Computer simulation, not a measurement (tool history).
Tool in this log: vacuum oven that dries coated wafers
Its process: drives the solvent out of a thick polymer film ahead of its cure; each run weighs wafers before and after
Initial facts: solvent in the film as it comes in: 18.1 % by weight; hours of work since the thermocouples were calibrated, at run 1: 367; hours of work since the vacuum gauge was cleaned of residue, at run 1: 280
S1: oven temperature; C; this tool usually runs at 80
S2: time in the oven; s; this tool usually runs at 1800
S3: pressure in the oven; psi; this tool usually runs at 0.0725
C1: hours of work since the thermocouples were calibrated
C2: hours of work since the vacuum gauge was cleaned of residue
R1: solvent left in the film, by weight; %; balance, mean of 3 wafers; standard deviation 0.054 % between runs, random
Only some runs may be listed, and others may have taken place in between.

Run 1, hour 0.0: usual settings; C1 367; C2 280. Result: R1 2.54 %.
Run 2, hour 40.2: usual settings but S2 1020 s; C1 394; C2 306. Result: R1 4.95 %.
Run 3, hour 110.9: usual settings but S2 2340 s; C1 441; C2 353. Result: R1 1.58 %.
Run 4, hour 188.9: usual settings but S2 2340 s; C1 493; C2 405. Result: R1 1.55 %.
Run 5, hour 250.5: usual settings; C1 534; C2 446. Result: R1 2.45 %.
Run 6, hour 348.0: usual settings; C1 598; C2 511. Result: R1 2.37 %.
Run 7, hour 422.6: usual settings but S2 900 s; C1 648; C2 561. Result: R1 5.57 %.
Run 8, hour 470.0: usual settings but S2 900 s; C1 680; C2 592. Result: R1 5.52 %.
Run 9, hour 517.2: usual settings but S2 900 s; C1 711; C2 624. Result: R1 5.49 %.
Run 10, hour 611.7: usual settings but S1 93 C, S2 900 s; C1 774; C2 687. Result: R1 2.76 %.
Run 11, hour 695.5: usual settings but S1 93 C, S2 1320 s; C1 830; C2 743. Result: R1 1.44 %.
Run 12, hour 775.3: usual settings; C1 883; C2 796. Result: R1 2.30 %.
Run 13, hour 871.4: usual settings; C1 947; C2 860. Result: R1 2.28 %.
Run 14, hour 928.9: usual settings but S2 2040 s, S3 0.1059 psi; C1 985; C2 898. Result: R1 2.22 %.
Run 15, hour 1001.5: usual settings but S1 73 C, S2 1500 s, S3 0.2454 psi; C1 1033; C2 946. Result: R1 5.83 %.
At hour 1008.1: oven's thermocouples calibrated.
Run 16, hour 1076.4: usual settings but S1 88 C, S2 900 s, S3 0.1842 psi; C1 46; C2 995. Result: R1 3.99 %.
Run 17, hour 1156.5: usual settings but S1 72 C, S2 2220 s, S3 0.0377 psi; C1 99; C2 1048. Result: R1 2.67 %.
Run 18, hour 1206.1: usual settings but S1 72 C, S2 2220 s, S3 0.0377 psi; C1 132; C2 1081. Result: R1 2.64 %.
Run 19, hour 1255.4: usual settings but S1 69 C, S2 2220 s, S3 0.1184 psi; C1 165; C2 1114. Result: R1 3.99 %.
Run 20, hour 1312.5: usual settings but S1 76 C, S3 0.1184 psi; C1 203; C2 1152. Result: R1 3.15 %.
Run 21, hour 1374.3: usual settings but S1 91 C; C1 244; C2 1193. Result: R1 0.98 %.
Run 22, hour 1418.8: usual settings but S1 72 C, S3 0.0911 psi; C1 273; C2 1223. Result: R1 3.83 %.
At hour 1472.8: oven's thermocouples calibrated, once more.
Run 23, hour 1504.8: usual settings but S1 72 C, S3 0.0911 psi; C1 21; C2 1279. Result: R1 4.84 %.
Run 24, hour 1595.7: usual settings but S1 81 C, S2 1740 s, S3 0.2830 psi; C1 82; C2 1339. Result: R1 3.88 %.
Run 25, hour 1673.0: usual settings but S2 1500 s; C1 133; C2 1390. Result: R1 3.50 %.

Forecast each of these 3 alternatives for the next run:
Run A, hour 1727.3: usual settings but S1 87 C, S2 3000 s, S3 0.0938 psi; C1 169; C2 1427. Result: R1 ?.
Run B, hour 1727.3: usual settings but S1 92 C, S2 2400 s, S3 0.1186 psi; C1 169; C2 1427. Result: R1 ?.
Run C, hour 1727.3: usual settings but S3 0.0695 psi; C1 169; C2 1427. Result: R1 ?.

run    R1
  A  1.06
  B  0.96
  C  2.80
Had the tool no hidden state, the same runs would have come out as:
run    R1
  A  0.75
  B  0.72
  C  2.53
